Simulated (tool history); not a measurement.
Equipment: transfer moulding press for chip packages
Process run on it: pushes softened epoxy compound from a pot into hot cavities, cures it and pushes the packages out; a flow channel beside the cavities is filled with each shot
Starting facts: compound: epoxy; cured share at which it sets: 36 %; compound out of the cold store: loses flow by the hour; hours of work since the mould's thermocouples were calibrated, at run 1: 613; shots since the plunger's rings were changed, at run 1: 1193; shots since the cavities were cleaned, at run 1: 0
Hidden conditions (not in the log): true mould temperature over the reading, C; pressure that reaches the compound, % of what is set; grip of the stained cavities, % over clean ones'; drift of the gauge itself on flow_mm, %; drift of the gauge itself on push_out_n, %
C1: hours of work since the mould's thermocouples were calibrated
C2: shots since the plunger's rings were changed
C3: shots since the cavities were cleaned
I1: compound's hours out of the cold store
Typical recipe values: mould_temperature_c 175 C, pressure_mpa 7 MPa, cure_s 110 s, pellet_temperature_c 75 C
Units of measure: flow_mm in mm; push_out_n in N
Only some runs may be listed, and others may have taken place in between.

Run 1, hour 0: usual settings; C1 613; C2 1193; C3 0; I1 30.2. Result: flow_mm 737 mm, push_out_n 330 N.
Run 2, hour 45.3: usual settings; C1 644; C2 1708; C3 515; I1 34.5. Result: flow_mm 722 mm, push_out_n 544 N.
Run 3, hour 71.4: usual settings; C1 662; C2 2005; C3 812; I1 19.6. Result: flow_mm 769 mm, push_out_n 607 N.
At hour 103.6: cavities cleaned with cleaning compound and waxed.
Run 4, hour 119.9: usual settings; C1 694; C2 2539; C3 186; I1 12.4. Result: flow_mm 795 mm, push_out_n 489 N.
Run 5, hour 171.7: usual settings; C1 730; C2 3128; C3 775; I1 18.4. Result: flow_mm 761 mm, push_out_n 580 N.
Run 6, hour 200: usual settings; C1 749; C2 3449; C3 1096; I1 38.8. Result: flow_mm 695 mm, push_out_n 604 N.
At hour 208.8: cavities cleaned with cleaning compound and waxed.
At hour 227.8: mould's thermocouples calibrated.
Run 7, hour 239.2: usual settings; C1 8; C2 3855; C3 323; I1 28.1. Result: flow_mm 727 mm, push_out_n 553 N.
Run 8, hour 287.4: usual settings but cure_s 113 s; C1 41; C2 4403; C3 871; I1 13.3. Result: flow_mm 762 mm, push_out_n 610 N.
At hour 317.1: cavities cleaned with cleaning compound and waxed.
Run 9, hour 344: usual settings but cure_s 113 s; C1 79; C2 5029; C3 306; I1 40.9. Result: flow_mm 682 mm, push_out_n 497 N.
Run 10, hour 368.9: usual settings but cure_s 113 s; C1 96; C2 5312; C3 589; I1 9.7. Result: flow_mm 778 mm, push_out_n 609 N.
At hour 393.6: plunger's sealing rings changed.
At hour 422.8: cavities cleaned with cleaning compound and waxed.
Run 11, hour 422.8: usual settings but cure_s 113 s, pellet_temperature_c 84 C; C1 130; C2 315; C3 0; I1 29.5. Result: flow_mm 748 mm, push_out_n 342 N.
Run 12, hour 468.8: usual settings but pellet_temperature_c 82 C; C1 162; C2 837; C3 522; I1 46.5. Result: flow_mm 702 mm, push_out_n 548 N.
Run 13, hour 502.2: usual settings but pressure_mpa 8.02 MPa; C1 185; C2 1217; C3 902; I1 10.3. Result: flow_mm 874 mm, push_out_n 681 N.
At hour 526.5: cavities cleaned with cleaning compound and waxed.
Run 14, hour 558.2: usual settings but pressure_mpa 8.02 MPa; C1 222; C2 1837; C3 361; I1 38.9. Result: flow_mm 747 mm, push_out_n 511 N.
Run 15, hour 613.2: usual settings but mould_temperature_c 180 C, pressure_mpa 6.49 MPa; C1 260; C2 2462; C3 986; I1 24. Result: flow_mm 707 mm, push_out_n 491 N.
At hour 630.9: cavities cleaned with cleaning compound and waxed.
Run 16, hour 656.3: usual settings but mould_temperature_c 170 C, pressure_mpa 6.71 MPa, pellet_temperature_c 78 C; C1 289; C2 2934; C3 288; I1 36.5. Result: flow_mm 709 mm, push_out_n 678 N.
Run 17, hour 685.2: usual settings but mould_temperature_c 170 C, pressure_mpa 6.71 MPa, cure_s 99 s, pellet_temperature_c 83 C; C1 308; C2 3263; C3 617; I1 45.2. Result: flow_mm 685 mm, push_out_n 941 N.
Run 18, hour 727.3: usual settings but mould_temperature_c 178 C, pressure_mpa 8.71 MPa, cure_s 146 s, pellet_temperature_c 83 C; C1 337; C2 3742; C3 1096; I1 30.7. Result: flow_mm 777 mm, push_out_n 440 N.
At hour 737: cavities cleaned with cleaning compound and waxed.
Run 19, hour 759: usual settings but pellet_temperature_c 76 C; C1 358; C2 4085; C3 250; I1 26.2. Result: flow_mm 725 mm, push_out_n 506 N.
Run 20, hour 802.2: usual settings but mould_temperature_c 172 C, pressure_mpa 5.71 MPa, cure_s 91 s, pellet_temperature_c 77 C; C1 388; C2 4576; C3 741; I1 26.4. Result: flow_mm 666 mm, push_out_n 1174 N.
At hour 840.9: cavities cleaned with cleaning compound and waxed.
Run 21, hour 849: usual settings but mould_temperature_c 168 C, pressure_mpa 8.04 MPa, cure_s 148 s, pellet_temperature_c 79 C; C1 419; C2 5091; C3 93; I1 34.3. Result: flow_mm 785 mm, push_out_n 384 N.
At hour 894.4: plunger's sealing rings changed.
Run 22, hour 902.1: usual settings but pressure_mpa 5.83 MPa, pellet_temperature_c 72 C; C1 454; C2 87; C3 668; I1 47.4. Result: flow_mm 635 mm, push_out_n 568 N.
At hour 947: cavities cleaned with cleaning compound and waxed.
Run 23, hour 956.6: usual settings but mould_temperature_c 183 C, pressure_mpa 5.27 MPa; C1 490; C2 690; C3 110; I1 32.7. Result: flow_mm 615 mm, push_out_n 309 N.

Alternative continuations, all from the tool just after run 23; predict every row:
Run A, hour 1000.7: usual settings but mould_temperature_c 183 C, pressure_mpa 6.69 MPa, cure_s 129 s; C1 520; C2 1191; C3 611; I1 23.5. Result: flow_mm ?, push_out_n ?.
Run B, hour 1000.7: usual settings but pressure_mpa 8.15 MPa, cure_s 131 s; C1 520; C2 1191; C3 611; I1 19. Result: flow_mm ?, push_out_n ?.
Run C, hour 1000.7: usual settings but pressure_mpa 6.26 MPa; C1 520; C2 1191; C3 611; I1 10.4. Result: flow_mm ?, push_out_n ?.
Run D, hour 1000.7: usual settings but mould_temperature_c 183 C, pressure_mpa 5.27 MPa, pellet_temperature_c 80 C; C1 520; C2 1191; C3 611; I1 16.5. Result: flow_mm ?, push_out_n ?.
Run E, hour 1000.7: usual settings but mould_temperature_c 183 C, pressure_mpa 7.02 MPa; C1 520; C2 1191; C3 611; I1 15.3. Result: flow_mm ?, push_out_n ?.

run  flow_mm  push_out_n
  A      715         399
  B      836         459
  C      761         628
  D      654         441
  E      760         443
With the hidden condition removed and each run's random variation left untouched, the same runs would have given:
run  flow_mm  push_out_n
  A      727         232
  B      851         275
  C      775         385
  D      666         263
  E      773         262

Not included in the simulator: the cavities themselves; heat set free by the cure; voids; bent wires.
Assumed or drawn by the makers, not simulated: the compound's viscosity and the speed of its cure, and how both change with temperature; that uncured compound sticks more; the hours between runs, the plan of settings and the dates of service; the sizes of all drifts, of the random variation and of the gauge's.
